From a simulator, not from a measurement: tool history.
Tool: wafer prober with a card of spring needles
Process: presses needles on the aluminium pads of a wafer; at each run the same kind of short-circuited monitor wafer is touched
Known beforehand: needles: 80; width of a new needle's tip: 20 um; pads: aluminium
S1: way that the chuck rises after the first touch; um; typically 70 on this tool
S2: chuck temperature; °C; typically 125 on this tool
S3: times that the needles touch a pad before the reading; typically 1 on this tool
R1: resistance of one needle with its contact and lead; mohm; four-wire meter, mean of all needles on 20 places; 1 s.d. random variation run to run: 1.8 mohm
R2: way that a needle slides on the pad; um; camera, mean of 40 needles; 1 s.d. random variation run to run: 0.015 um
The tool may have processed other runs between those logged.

| run | hour | S1 | S2 | S3 | R1 | R2 |
|---|---|---|---|---|---|---|
| 1 | 0 | 70 | 125 | 1 | 188 | 9.77 |
| 2 | 28.6 | 70 | 125 | 1 | 191 | 9.79 |
|  | 32.5 | tips cleaned on abrasive film |
| 3 | 44.6 | 70 | 125 | 1 | 186 | 9.79 |
|  | 65.5 | tips cleaned on abrasive film |
| 4 | 68.9 | 70 | 125 | 1 | 186 | 9.76 |
| 5 | 84.5 | 70 | 125 | 1 | 187 | 9.75 |
|  | 97.2 | tips cleaned on abrasive film |
| 6 | 115.4 | 70 | 125 | 1 | 185 | 9.76 |
|  | 129.6 | tips cleaned on abrasive film |
| 7 | 130.6 | 70 | 125 | 1 | 189 | 9.77 |
| 8 | 155.3 | 70 | 125 | 1 | 187 | 9.76 |
|  | 162.4 | tips cleaned on abrasive film |
| 9 | 170.9 | 70 | 125 | 1 | 189 | 9.74 |
|  | 172.5 | height of the first contact set anew |
|  | 194.6 | tips cleaned on abrasive film |
| 10 | 198.6 | 70 | 125 | 1 | 189 | 9.73 |
| 11 | 219.7 | 89 | 125 | 1 | 177 | 12.39 |
|  | 226.9 | tips cleaned on abrasive film |
| 12 | 241.6 | 89 | 125 | 1 | 176 | 12.36 |
|  | 260.2 | tips cleaned on abrasive film |
| 13 | 270.5 | 89 | 125 | 3 | 175 | 12.36 |
| 14 | 289.6 | 70 | 125 | 1 | 189 | 9.75 |
|  | 291.9 | tips cleaned on abrasive film |
| 15 | 316.7 | 70 | 125 | 1 | 186 | 9.75 |
|  | 323.7 | tips cleaned on abrasive film |
| 16 | 329.7 | 62 | 125 | 1 | 196 | 8.59 |
|  | 356.9 | tips cleaned on abrasive film |
| 17 | 357.2 | 87 | 71 | 2 | 167 | 12.08 |
| 18 | 377.5 | 55 | 125 | 2 | 198 | 7.64 |
|  | 388.7 | tips cleaned on abrasive film |
| 19 | 405.2 | 53 | 37 | 1 | 181 | 7.36 |
| 20 | 420.1 | 53 | 37 | 1 | 182 | 7.36 |
|  | 423 | tips cleaned on abrasive film |
| 21 | 443.9 | 51 | 125 | 1 | 209 | 7.08 |
|  | 456.1 | tips cleaned on abrasive film |
| 22 | 472.8 | 64 | 53 | 2 | 176 | 8.85 |
|  | 488.5 | tips cleaned on abrasive film |
| 23 | 488.5 | 64 | 53 | 2 | 174 | 8.89 |
| 24 | 518.6 | 60 | 32 | 1 | 173 | 8.32 |
|  | 521.4 | tips cleaned on abrasive film |
| 25 | 534.9 | 60 | 31 | 3 | 174 | 8.31 |
|  | 543.8 | gauge calibrated |
| 26 | 549.3 | 60 | 31 | 3 | 168 | 8.35 |
|  | 553.6 | tips cleaned on abrasive film |
| 27 | 571.5 | 54 | 83 | 3 | 190 | 7.56 |
|  | 586.5 | tips cleaned on abrasive film |
| 28 | 592.8 | 77 | 69 | 3 | 168 | 10.73 |
|  | 600 | height of the first contact set anew |
|  | 619.2 | tips cleaned on abrasive film |
| 29 | 621 | 77 | 69 | 3 | 171 | 10.75 |

Each row is a separate what-if for the run after 29, all from the same tool condition, not one after another. Results?
| A | 642.5 | 75 | 100 | 1 | ? | ? |
| B | 642.5 | 53 | 47 | 1 | ? | ? |
| C | 642.5 | 77 | 65 | 3 | ? | ? |

| run | R1 | R2 |
|---|---|---|
| A | 179 | 10.46 |
| B | 185 | 7.39 |
| C | 169 | 10.74 |
Without the tool's unlogged condition, the same runs would have read:
| run | R1 | R2 |
|---|---|---|
| A | 178 | 10.47 |
| B | 184 | 7.4 |
| C | 168 | 10.75 |
